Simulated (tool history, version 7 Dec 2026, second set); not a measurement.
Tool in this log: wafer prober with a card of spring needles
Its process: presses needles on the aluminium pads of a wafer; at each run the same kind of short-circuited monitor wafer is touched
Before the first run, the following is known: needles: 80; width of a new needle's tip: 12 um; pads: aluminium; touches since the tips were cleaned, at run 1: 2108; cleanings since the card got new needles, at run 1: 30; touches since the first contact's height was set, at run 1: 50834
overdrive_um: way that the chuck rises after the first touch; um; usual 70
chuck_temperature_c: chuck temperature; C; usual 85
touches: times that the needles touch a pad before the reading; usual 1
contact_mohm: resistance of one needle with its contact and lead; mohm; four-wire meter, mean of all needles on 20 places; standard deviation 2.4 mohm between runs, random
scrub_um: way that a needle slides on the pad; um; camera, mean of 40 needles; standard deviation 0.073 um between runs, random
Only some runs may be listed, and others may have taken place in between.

run	hour	overdrive_um	chuck_temperature_c	touches	touches since the tips were cleaned	cleanings since the card got new needles	touches since the first contact's height was set	contact_mohm	scrub_um
1	0.0	70	85	1	2108	30	50834	362	16.80
2	9.3	70	85	1	6591	30	55317	424	16.79
# hour 10.9: tips cleaned on abrasive film
3	15.4	70	85	1	2180	31	58234	365	16.60
# hour 26.0: tips cleaned on abrasive film
4	26.0	70	85	1	0	32	63310	278	16.76
5	39.2	70	85	1	6332	32	69642	420	16.75
# hour 40.9: tips cleaned on abrasive film
6	52.4	70	85	1	5549	33	75989	414	16.70
# hour 56.1: tips cleaned on abrasive film
7	62.0	70	85	1	2863	34	80564	378	16.85
8	70.3	54	27	1	6859	34	84560	533	12.85
# hour 71.1: tips cleaned on abrasive film
9	81.9	56	61	2	5234	35	90139	395	13.35
# hour 86.4: tips cleaned on abrasive film
10	92.5	88	63	2	2937	36	95212	304	21.03
# hour 101.1: tips cleaned on abrasive film
11	101.3	88	63	3	83	37	99381	261	20.94
12	112.0	54	45	1	5275	37	104573	501	12.84
# hour 115.9: tips cleaned on abrasive film
13	118.5	54	45	1	1274	38	107652	361	12.76

Alternative continuations, all from the tool just after run 13; predict every row:
A	125.8	63	47	2	4794	38	111172	?	?
B	125.8	63	56	1	4794	38	111172	?	?
C	125.8	75	45	1	4794	38	111172	?	?
D	125.8	79	85	1	4794	38	111172	?	?
E	125.8	69	98	1	4794	38	111172	?	?

run	contact_mohm	scrub_um
A	369	14.96
B	442	14.85
C	388	17.92
D	383	18.85
E	418	16.45
With the hidden condition removed and each run's random variation left untouched, the same runs would have given:
run	contact_mohm	scrub_um
A	261	15.29
B	263	15.18
C	255	18.26
D	269	19.18
E	276	16.78
